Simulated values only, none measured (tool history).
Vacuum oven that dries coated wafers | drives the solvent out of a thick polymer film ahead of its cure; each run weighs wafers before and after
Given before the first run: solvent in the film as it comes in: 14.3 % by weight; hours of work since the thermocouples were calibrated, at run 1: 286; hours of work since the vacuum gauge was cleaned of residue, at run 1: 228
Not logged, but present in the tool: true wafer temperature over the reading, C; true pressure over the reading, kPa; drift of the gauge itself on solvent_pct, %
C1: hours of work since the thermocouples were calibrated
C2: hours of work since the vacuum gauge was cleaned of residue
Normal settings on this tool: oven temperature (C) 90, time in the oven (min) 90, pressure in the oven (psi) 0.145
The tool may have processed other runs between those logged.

Run 1, hour 0: usual settings; C1 286; C2 228. Result: solvent left in the film (%) 2.12.
Run 2, hour 32.4: usual settings; C1 308; C2 250. Result: solvent left in the film (%) 2.21.
Run 3, hour 65.3: usual settings but oven temperature (C) 83; C1 329; C2 271. Result: solvent left in the film (%) 3.85.
Run 4, hour 86.8: usual settings but oven temperature (C) 83; C1 343; C2 285. Result: solvent left in the film (%) 3.73.
Run 5, hour 110.4: usual settings but oven temperature (C) 105; C1 359; C2 301. Result: solvent left in the film (%) 0.54.
Run 6, hour 130.4: usual settings but oven temperature (C) 105; C1 372; C2 314. Result: solvent left in the film (%) 0.29.
Run 7, hour 158.8: usual settings but oven temperature (C) 105; C1 391; C2 333. Result: solvent left in the film (%) 0.45.
Run 8, hour 172.5: usual settings but oven temperature (C) 105; C1 400; C2 342. Result: solvent left in the film (%) 0.39.
Run 9, hour 204.3: usual settings; C1 421; C2 363. Result: solvent left in the film (%) 2.25.
Run 10, hour 236.4: usual settings but oven temperature (C) 83; C1 442; C2 384. Result: solvent left in the film (%) 3.79.
Run 11, hour 254.5: usual settings but oven temperature (C) 82, pressure in the oven (psi) 0.526; C1 454; C2 396. Result: solvent left in the film (%) 5.27.
Run 12, hour 287: usual settings but oven temperature (C) 82, pressure in the oven (psi) 0.526; C1 476; C2 418. Result: solvent left in the film (%) 5.27.
Run 13, hour 308.8: usual settings but time in the oven (min) 117; C1 490; C2 432. Result: solvent left in the film (%) 1.59.
Run 14, hour 324.1: usual settings but oven temperature (C) 85, time in the oven (min) 117, pressure in the oven (psi) 0.493; C1 500; C2 442. Result: solvent left in the film (%) 3.52.
Run 15, hour 354.2: usual settings but oven temperature (C) 85, time in the oven (min) 117, pressure in the oven (psi) 0.493; C1 520; C2 462. Result: solvent left in the film (%) 3.46.
Run 16, hour 371.9: usual settings but pressure in the oven (psi) 0.106; C1 532; C2 474. Result: solvent left in the film (%) 2.17.
Run 17, hour 394.4: usual settings but pressure in the oven (psi) 0.106; C1 546; C2 488. Result: solvent left in the film (%) 2.18.
Run 18, hour 410.8: usual settings but pressure in the oven (psi) 0.132; C1 557; C2 499. Result: solvent left in the film (%) 2.23.
Run 19, hour 437.2: usual settings but pressure in the oven (psi) 0.132; C1 575; C2 517. Result: solvent left in the film (%) 2.22.
Run 20, hour 454.2: usual settings but oven temperature (C) 81, pressure in the oven (psi) 0.551; C1 586; C2 528. Result: solvent left in the film (%) 5.82.

3 ways to go on from here, each from the tool as it stands after run 20. What would each give?
Run A, hour 486: usual settings but oven temperature (C) 81, time in the oven (min) 46, pressure in the oven (psi) 0.138; C1 607; C2 549. Result: solvent left in the film (%) ?.
Run B, hour 486: usual settings but oven temperature (C) 104, time in the oven (min) 83, pressure in the oven (psi) 0.083; C1 607; C2 549. Result: solvent left in the film (%) ?.
Run C, hour 486: usual settings but oven temperature (C) 81, pressure in the oven (psi) 0.216; C1 607; C2 549. Result: solvent left in the film (%) ?.

run  solvent left in the film (%)
  A                          7.08
  B                           0.5
  C                          4.79
Take away the tool's hidden state, keep each run's random variation, and the runs would have read:
run  solvent left in the film (%)
  A                          6.87
  B                          0.41
  C                          4.52
